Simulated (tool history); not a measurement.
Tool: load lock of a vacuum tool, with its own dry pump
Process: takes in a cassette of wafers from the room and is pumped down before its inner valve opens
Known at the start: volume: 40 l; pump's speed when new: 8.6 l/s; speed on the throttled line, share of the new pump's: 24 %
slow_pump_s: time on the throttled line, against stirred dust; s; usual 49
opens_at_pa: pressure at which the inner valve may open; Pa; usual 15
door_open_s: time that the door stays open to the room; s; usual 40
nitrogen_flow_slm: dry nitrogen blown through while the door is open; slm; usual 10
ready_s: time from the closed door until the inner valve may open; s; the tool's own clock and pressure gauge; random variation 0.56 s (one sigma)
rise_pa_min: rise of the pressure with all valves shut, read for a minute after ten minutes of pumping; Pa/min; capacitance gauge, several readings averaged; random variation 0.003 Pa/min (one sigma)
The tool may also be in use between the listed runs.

| run | hour | slow_pump_s | opens_at_pa | door_open_s | nitrogen_flow_slm | incoming humidity of the room's air, % | ready_s | rise_pa_min |
|---|---|---|---|---|---|---|---|---|
| 1 | 0 | 49 | 15 | 40 | 10 | 43.3 | 83.6 | 0.031 |
| 2 | 95.4 | 49 | 15 | 40 | 10 | 45.4 | 82.4 | 0.031 |
| 3 | 160 | 49 | 15 | 153 | 10 | 46.6 | 83.3 | 0.071 |
| 4 | 217.8 | 49 | 19 | 153 | 10 | 43.5 | 81.6 | 0.069 |
| 5 | 264.1 | 76 | 15 | 40 | 10 | 46.1 | 102.4 | 0.033 |
| 6 | 311.8 | 76 | 15 | 40 | 10 | 43.9 | 102.7 | 0.032 |
| 7 | 367.8 | 49 | 15 | 40 | 10 | 47.8 | 83.8 | 0.031 |
| 8 | 417.6 | 67 | 15 | 40 | 10 | 46.5 | 95.6 | 0.028 |
| 9 | 503.6 | 49 | 15 | 40 | 10 | 43 | 82.9 | 0.031 |
| 10 | 564.7 | 49 | 15 | 40 | 10 | 45 | 83.6 | 0.03 |
| 11 | 667.2 | 49 | 15 | 40 | 10 | 41.9 | 83.4 | 0.033 |
| 12 | 756.5 | 49 | 15 | 40 | 10 | 49.1 | 84.2 | 0.034 |
| 13 | 803.4 | 49 | 15 | 40 | 10 | 42.7 | 82.6 | 0.032 |
| 14 | 908.8 | 49 | 15 | 40 | 10 | 46.6 | 83.8 | 0.035 |
| 15 | 963.6 | 49 | 15 | 40 | 10 | 41.6 | 82.5 | 0.031 |
| 16 | 1009.6 | 49 | 15 | 40 | 38 | 44.2 | 82.9 | 0.019 |
| 17 | 1102.8 | 49 | 15 | 40 | 38 | 45.8 | 84.2 | 0.031 |
| 18 | 1169.6 | 49 | 16 | 40 | 10 | 43.7 | 82.3 | 0.033 |
| 19 | 1216.2 | 87 | 16 | 35 | 10 | 44.9 | 109.4 | 0.033 |
| 20 | 1272.3 | 62 | 11 | 40 | 10 | 45.2 | 94.7 | 0.031 |
| 21 | 1317.4 | 62 | 11 | 40 | 10 | 43 | 93.7 | 0.037 |
| 22 | 1389.5 | 62 | 11 | 40 | 10 | 47.2 | 94.8 | 0.037 |
| 23 | 1459.8 | 94 | 18 | 149 | 5 | 43.7 | 116.2 | 0.084 |
| 24 | 1508 | 94 | 18 | 149 | 5 | 43 | 114.4 | 0.076 |
| 25 | 1603.2 | 94 | 18 | 149 | 5 | 46.7 | 114.9 | 0.085 |
| 26 | 1702.5 | 94 | 28 | 149 | 11 | 43.5 | 113.5 | 0.072 |
| 27 | 1777.7 | 31 | 11 | 40 | 20 | 40.9 | 72 | 0.028 |
| 28 | 1822.9 | 31 | 11 | 81 | 20 | 47.7 | 72.1 | 0.042 |
| 29 | 1876.3 | 25 | 15 | 183 | 10 | 41.8 | 66 | 0.08 |
| 30 | 1976.3 | 52 | 15 | 56 | 10 | 43.3 | 86.5 | 0.045 |
| 31 | 2079.8 | 52 | 15 | 56 | 10 | 44.8 | 85.2 | 0.039 |
| 32 | 2175.7 | 27 | 15 | 56 | 22 | 44.4 | 67.5 | 0.038 |
| 33 | 2284.2 | 49 | 22 | 40 | 45 | 44.2 | 82.5 | 0.031 |
| 34 | 2329.9 | 97 | 22 | 64 | 19 | 41.7 | 116.2 | 0.037 |
| 35 | 2410.9 | 97 | 22 | 64 | 19 | 45.1 | 116.7 | 0.042 |

4 ways to go on from here, each from the tool as it stands after run 35. What would each give?
| A | 2493.4 | 97 | 25 | 64 | 19 | 46.4 | ? | ? |
| B | 2493.4 | 49 | 25 | 40 | 27 | 47.2 | ? | ? |
| C | 2493.4 | 35 | 16 | 64 | 19 | 46 | ? | ? |
| D | 2493.4 | 49 | 15 | 40 | 23 | 45.9 | ? | ? |

| run | ready_s | rise_pa_min |
|---|---|---|
| A | 116.7 | 0.038 |
| B | 81.8 | 0.031 |
| C | 73.8 | 0.044 |
| D | 84.2 | 0.033 |
Without the tool's hidden state the same runs would have given:
| run | ready_s | rise_pa_min |
|---|---|---|
| A | 114 | 0.023 |
| B | 77.2 | 0.016 |
| C | 68.3 | 0.028 |
| D | 79.1 | 0.018 |
